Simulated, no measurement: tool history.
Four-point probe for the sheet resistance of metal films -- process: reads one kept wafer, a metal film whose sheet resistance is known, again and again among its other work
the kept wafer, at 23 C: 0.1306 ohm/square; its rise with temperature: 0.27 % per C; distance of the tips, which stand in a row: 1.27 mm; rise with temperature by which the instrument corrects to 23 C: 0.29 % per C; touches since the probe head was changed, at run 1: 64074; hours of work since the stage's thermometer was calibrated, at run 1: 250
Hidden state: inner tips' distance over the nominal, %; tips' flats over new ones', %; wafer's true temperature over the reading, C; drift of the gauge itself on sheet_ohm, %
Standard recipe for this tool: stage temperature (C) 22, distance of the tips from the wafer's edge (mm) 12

| run | day | stage temperature (C) | distance of the tips from the wafer's edge (mm) | touches since the probe head was changed | hours of work since the stage's thermometer was calibrated | sheet resistance as the instrument gives it (ohm/square) |
|---|---|---|---|---|---|---|
| 1 | 0.000 | 22 | 12 | 64074 | 250 | 0.131413 |
| 2 | 4.396 | 22 | 4 | 66550 | 298 | 0.137291 |
| 3 | 8.129 | 22 | 12 | 68654 | 340 | 0.131454 |
| 4 | 11.650 | 22 | 12 | 70636 | 378 | 0.131374 |
| 5 | 15.738 | 22 | 12 | 72939 | 423 | 0.131430 |
| 6 | 19.283 | 22 | 12 | 74938 | 462 | 0.131404 |
|  | 19.658 | new probe head fitted |
| 7 | 23.238 | 22 | 12 | 2016 | 505 | 0.131434 |
| 8 | 27.146 | 22 | 12 | 4218 | 548 | 0.131375 |
| 9 | 30.229 | 22 | 12 | 5953 | 582 | 0.131421 |
| 10 | 34.042 | 22 | 12 | 8102 | 624 | 0.131448 |
| 11 | 36.704 | 22 | 12 | 9601 | 653 | 0.131419 |
| 12 | 40.229 | 22 | 12 | 11588 | 692 | 0.131396 |
| 13 | 44.650 | 22 | 12 | 14078 | 741 | 0.131422 |
| 14 | 47.396 | 22 | 12 | 15625 | 771 | 0.131351 |
| 15 | 50.404 | 29 | 12 | 17320 | 804 | 0.131253 |
| 16 | 54.596 | 22 | 7 | 19683 | 850 | 0.132897 |
| 17 | 58.625 | 22 | 53 | 21952 | 894 | 0.130675 |
| 18 | 61.550 | 22 | 53 | 23601 | 927 | 0.130666 |
| 19 | 65.296 | 22 | 53 | 25711 | 968 | 0.130657 |
| 20 | 67.167 | 22 | 7 | 26764 | 988 | 0.132928 |
| 21 | 71.492 | 22 | 21 | 29201 | 1036 | 0.130884 |
| 22 | 75.050 | 22 | 21 | 31206 | 1075 | 0.130843 |
| 23 | 78.396 | 22 | 21 | 33091 | 1112 | 0.130888 |
| 24 | 82.800 | 22 | 21 | 35573 | 1160 | 0.130847 |
| 25 | 87.008 | 22 | 7 | 37943 | 1207 | 0.132871 |
| 26 | 89.875 | 21 | 5 | 39558 | 1238 | 0.135000 |
| 27 | 92.917 | 30 | 24 | 41273 | 1272 | 0.130624 |
| 28 | 95.025 | 31 | 42 | 42461 | 1295 | 0.130416 |
| 29 | 98.292 | 31 | 42 | 44301 | 1331 | 0.130494 |
| 30 | 102.383 | 21 | 25 | 46606 | 1376 | 0.130788 |
| 31 | 105.900 | 21 | 11 | 48586 | 1414 | 0.131577 |
| 32 | 107.992 | 25 | 5 | 49765 | 1437 | 0.134926 |
| 33 | 112.421 | 24 | 7 | 52261 | 1486 | 0.132861 |
| 34 | 114.975 | 20 | 8 | 53699 | 1514 | 0.132354 |
| 35 | 117.133 | 22 | 4 | 54915 | 1538 | 0.137346 |
| 36 | 119.567 | 22 | 4 | 56286 | 1565 | 0.137315 |

What differs in the tool's unlogged condition from the final listed run ahead of each entry between runs to the first listed run following it?
After run 6, before run 7: new probe head fitted (day 19.658)
  inner tips' distance over the nominal, %: -0.004 -> -0.002; tips' flats over new ones', %: 1 -> 0

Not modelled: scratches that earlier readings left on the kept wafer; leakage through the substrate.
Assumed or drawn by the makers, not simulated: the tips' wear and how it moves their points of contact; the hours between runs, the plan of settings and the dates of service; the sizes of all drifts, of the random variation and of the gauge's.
